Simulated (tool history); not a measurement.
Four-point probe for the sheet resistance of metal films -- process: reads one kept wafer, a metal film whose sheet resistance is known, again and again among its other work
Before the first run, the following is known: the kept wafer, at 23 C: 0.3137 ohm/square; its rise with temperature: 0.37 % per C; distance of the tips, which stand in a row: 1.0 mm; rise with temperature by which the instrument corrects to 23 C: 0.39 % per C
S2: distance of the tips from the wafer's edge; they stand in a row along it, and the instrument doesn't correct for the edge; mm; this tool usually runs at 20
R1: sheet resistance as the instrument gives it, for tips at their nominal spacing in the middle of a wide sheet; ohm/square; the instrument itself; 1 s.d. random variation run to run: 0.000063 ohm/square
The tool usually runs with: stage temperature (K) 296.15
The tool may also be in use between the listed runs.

Run 1, hour 0: usual settings. Result: R1 0.315122 ohm/square.
Run 2, hour 15.9: usual settings but stage temperature (K) 305.15. Result: R1 0.31466 ohm/square.
Run 3, hour 31.1: usual settings but stage temperature (K) 305.15. Result: R1 0.314638 ohm/square.
Run 4, hour 45: usual settings but stage temperature (K) 305.15. Result: R1 0.314725 ohm/square.
Run 5, hour 66: usual settings but stage temperature (K) 305.15. Result: R1 0.314532 ohm/square.
Run 6, hour 79.5: usual settings but stage temperature (K) 305.15. Result: R1 0.314504 ohm/square.
Run 7, hour 95.1: usual settings but stage temperature (K) 305.15, S2 29 mm. Result: R1 0.314398 ohm/square.
Run 8, hour 112.8: usual settings but stage temperature (K) 305.15, S2 29 mm. Result: R1 0.314446 ohm/square.
Run 9, hour 128: usual settings but S2 57 mm. Result: R1 0.314731 ohm/square.
Run 10, hour 138.5: usual settings but S2 57 mm. Result: R1 0.314711 ohm/square.
Run 11, hour 152.1: usual settings but S2 57 mm. Result: R1 0.31485 ohm/square.
Run 12, hour 169.2: usual settings. Result: R1 0.315227 ohm/square.
Run 13, hour 191.1: usual settings but stage temperature (K) 298.15, S2 24 mm. Result: R1 0.315016 ohm/square.
Run 14, hour 209.8: usual settings but stage temperature (K) 297.15, S2 21 mm. Result: R1 0.315239 ohm/square.
Run 15, hour 233: usual settings but stage temperature (K) 297.15, S2 10 mm. Result: R1 0.316467 ohm/square.
Run 16, hour 243.5: usual settings but stage temperature (K) 306.15, S2 4 mm. Result: R1 0.324521 ohm/square.
Run 17, hour 259: usual settings but stage temperature (K) 307.15, S2 11 mm. Result: R1 0.315547 ohm/square.
Run 18, hour 269.5: usual settings but stage temperature (K) 301.15, S2 16 mm. Result: R1 0.315152 ohm/square.
Run 19, hour 284.3: usual settings but stage temperature (K) 303.15, S2 65 mm. Result: R1 0.314453 ohm/square.
Run 20, hour 304.9: usual settings but stage temperature (K) 293.15. Result: R1 0.315466 ohm/square.
Run 21, hour 326.3: usual settings but stage temperature (K) 298.15, S2 3 mm. Result: R1 0.332332 ohm/square.
Run 22, hour 348.1: usual settings but stage temperature (K) 301.15, S2 7 mm. Result: R1 0.318036 ohm/square.
Run 23, hour 360.4: usual settings but S2 13 mm. Result: R1 0.315909 ohm/square.
Run 24, hour 384.2: usual settings but S2 7 mm. Result: R1 0.318355 ohm/square.

Below are 5 alternative next runs, each starting from the tool's condition after run 24. Predict each:
Run A, hour 394.2: usual settings but stage temperature (K) 298.15, S2 6 mm. Result: R1 ?.
Run B, hour 394.2: usual settings but stage temperature (K) 297.15, S2 14 mm. Result: R1 ?.
Run C, hour 394.2: usual settings but S2 56 mm. Result: R1 ?.
Run D, hour 394.2: usual settings but stage temperature (K) 304.15, S2 5 mm. Result: R1 ?.
Run E, hour 394.2: usual settings but stage temperature (K) 307.15, S2 45 mm. Result: R1 ?.

run        R1
  A  0.319441
  B  0.315757
  C  0.314924
  D   0.32098
  E   0.31436
The same runs, with their run-to-run variation unchanged, on a tool lacking any hidden condition would have given:
run        R1
  A  0.318196
  B  0.314525
  C  0.313695
  D  0.319731
  E  0.313135
